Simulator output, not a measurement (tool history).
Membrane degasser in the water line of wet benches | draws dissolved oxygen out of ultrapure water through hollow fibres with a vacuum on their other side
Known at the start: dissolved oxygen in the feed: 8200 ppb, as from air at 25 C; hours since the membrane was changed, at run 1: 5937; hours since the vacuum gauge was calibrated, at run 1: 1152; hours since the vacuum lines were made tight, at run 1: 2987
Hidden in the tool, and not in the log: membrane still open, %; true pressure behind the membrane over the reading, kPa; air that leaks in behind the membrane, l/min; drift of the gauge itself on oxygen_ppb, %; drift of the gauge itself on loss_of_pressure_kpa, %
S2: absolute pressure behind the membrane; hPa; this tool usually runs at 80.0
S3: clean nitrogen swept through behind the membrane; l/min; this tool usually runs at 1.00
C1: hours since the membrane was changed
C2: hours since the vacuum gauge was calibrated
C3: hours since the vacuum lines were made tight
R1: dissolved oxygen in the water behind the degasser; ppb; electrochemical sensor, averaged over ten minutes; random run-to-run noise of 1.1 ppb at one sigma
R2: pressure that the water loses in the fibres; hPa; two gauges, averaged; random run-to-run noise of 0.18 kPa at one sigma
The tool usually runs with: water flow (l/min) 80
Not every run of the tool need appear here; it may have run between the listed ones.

Run 1, hour 0.0: usual settings; C1 5937; C2 1152; C3 2987. Result: R1 609.7 ppb, R2 336.8 hPa.
Run 2, hour 103.8: usual settings; C1 6040; C2 1256; C3 3091. Result: R1 612.0 ppb, R2 333.4 hPa.
Run 3, hour 328.7: usual settings; C1 6265; C2 1481; C3 3316. Result: R1 610.6 ppb, R2 335.3 hPa.
Run 4, hour 506.9: usual settings; C1 6443; C2 1659; C3 3494. Result: R1 611.5 ppb, R2 334.7 hPa.
At hour 625.0: seals of the vacuum lines changed.
Run 5, hour 685.3: usual settings; C1 6620; C2 1836; C3 60. Result: R1 611.0 ppb, R2 335.3 hPa.
Run 6, hour 846.7: usual settings; C1 6781; C2 1997; C3 222. Result: R1 611.1 ppb, R2 333.5 hPa.
Run 7, hour 1080.2: usual settings; C1 7015; C2 2230; C3 455. Result: R1 611.7 ppb, R2 332.3 hPa.
Run 8, hour 1312.2: usual settings but water flow (l/min) 48; C1 7247; C2 2462; C3 687. Result: R1 425.8 ppb, R2 198.4 hPa.
Run 9, hour 1502.0: usual settings but water flow (l/min) 48; C1 7437; C2 2652; C3 877. Result: R1 426.2 ppb, R2 198.7 hPa.
Run 10, hour 1734.9: usual settings but water flow (l/min) 92; C1 7669; C2 2885; C3 1110. Result: R1 669.6 ppb, R2 373.7 hPa.
Run 11, hour 1908.4: usual settings but water flow (l/min) 92; C1 7843; C2 3059; C3 1283. Result: R1 669.6 ppb, R2 377.5 hPa.
Run 12, hour 2060.7: usual settings but water flow (l/min) 92; C1 7995; C2 3211; C3 1436. Result: R1 670.7 ppb, R2 378.2 hPa.
Run 13, hour 2254.4: usual settings but water flow (l/min) 92; C1 8189; C2 3405; C3 1629. Result: R1 672.6 ppb, R2 374.3 hPa.
At hour 2286.2: gauge calibrated.
Run 14, hour 2418.9: usual settings; C1 8353; C2 3569; C3 1794. Result: R1 615.3 ppb, R2 335.7 hPa.
Run 15, hour 2534.6: usual settings but water flow (l/min) 56, S2 108.1 hPa; C1 8469; C2 3685; C3 1910. Result: R1 737.1 ppb, R2 232.4 hPa.
Run 16, hour 2659.5: usual settings but S2 177.7 hPa; C1 8594; C2 3810; C3 2035. Result: R1 1669.7 ppb, R2 336.1 hPa.
At hour 2885.0: vacuum gauge calibrated.
Run 17, hour 2910.1: usual settings but water flow (l/min) 68, S2 99.5 hPa; C1 8844; C2 25; C3 2285. Result: R1 753.8 ppb, R2 280.6 hPa.
Run 18, hour 3073.5: usual settings but water flow (l/min) 68, S2 99.5 hPa; C1 9007; C2 188; C3 2448. Result: R1 755.3 ppb, R2 282.4 hPa.
Run 19, hour 3216.4: usual settings but water flow (l/min) 100, S2 100.5 hPa, S3 0.83 l/min; C1 9150; C2 331; C3 2591. Result: R1 1092.9 ppb, R2 417.1 hPa.
Run 20, hour 3336.9: usual settings but S2 105.7 hPa, S3 1.73 l/min; C1 9271; C2 452; C3 2711. Result: R1 625.5 ppb, R2 333.6 hPa.
Run 21, hour 3582.5: usual settings but S2 72.4 hPa, S3 1.83 l/min; C1 9517; C2 697; C3 2957. Result: R1 339.7 ppb, R2 332.9 hPa.
Run 22, hour 3798.7: usual settings but water flow (l/min) 82, S2 72.4 hPa, S3 1.83 l/min; C1 9733; C2 914; C3 3173. Result: R1 345.8 ppb, R2 336.6 hPa.
Run 23, hour 3973.7: usual settings but water flow (l/min) 87, S2 120.4 hPa, S3 1.62 l/min; C1 9908; C2 1089; C3 3348. Result: R1 826.8 ppb, R2 354.3 hPa.
Run 24, hour 4223.3: usual settings but water flow (l/min) 116, S2 122.9 hPa; C1 10157; C2 1338; C3 3598. Result: R1 1386.2 ppb, R2 476.6 hPa.
At hour 4243.3: seals of the vacuum lines changed.
At hour 4461.3: gauge calibrated.
Run 25, hour 4461.3: usual settings but water flow (l/min) 116, S2 122.9 hPa; C1 10393; C2 1574; C3 218. Result: R1 1384.7 ppb, R2 486.7 hPa.
Run 26, hour 4572.2: usual settings but S2 165.1 hPa, S3 0.58 l/min; C1 10504; C2 1685; C3 329. Result: R1 2085.1 ppb, R2 336.8 hPa.
Run 27, hour 4822.0: usual settings but water flow (l/min) 75, S2 126.3 hPa, S3 2.11 l/min; C1 10754; C2 1935; C3 579. Result: R1 646.2 ppb, R2 311.8 hPa.

Below are 4 alternative next runs, each starting from the tool's condition after run 27. Predict each:
Run A, hour 4966.7: usual settings but water flow (l/min) 75, S2 148.8 hPa, S3 0.69 l/min; C1 10899; C2 2080; C3 723. Result: R1 ?, R2 ?.
Run B, hour 4966.7: usual settings but water flow (l/min) 70, S2 48.2 hPa, S3 2.11 l/min; C1 10899; C2 2080; C3 723. Result: R1 ?, R2 ?.
Run C, hour 4966.7: usual settings but water flow (l/min) 82, S2 126.3 hPa, S3 1.72 l/min; C1 10899; C2 2080; C3 723. Result: R1 ?, R2 ?.
Run D, hour 4966.7: usual settings but water flow (l/min) 75, S2 192.1 hPa, S3 2.11 l/min; C1 10899; C2 2080; C3 723. Result: R1 ?, R2 ?.

run      R1     R2
  A  1648.1  314.7
  B   111.5  295.3
  C   803.3  341.0
  D  1046.0  314.5
Stripped of hidden state, with their random variation kept, the same runs would have yielded:
run      R1     R2
  A  1648.0  316.2
  B   111.5  296.7
  C   803.2  342.6
  D  1045.9  316.0
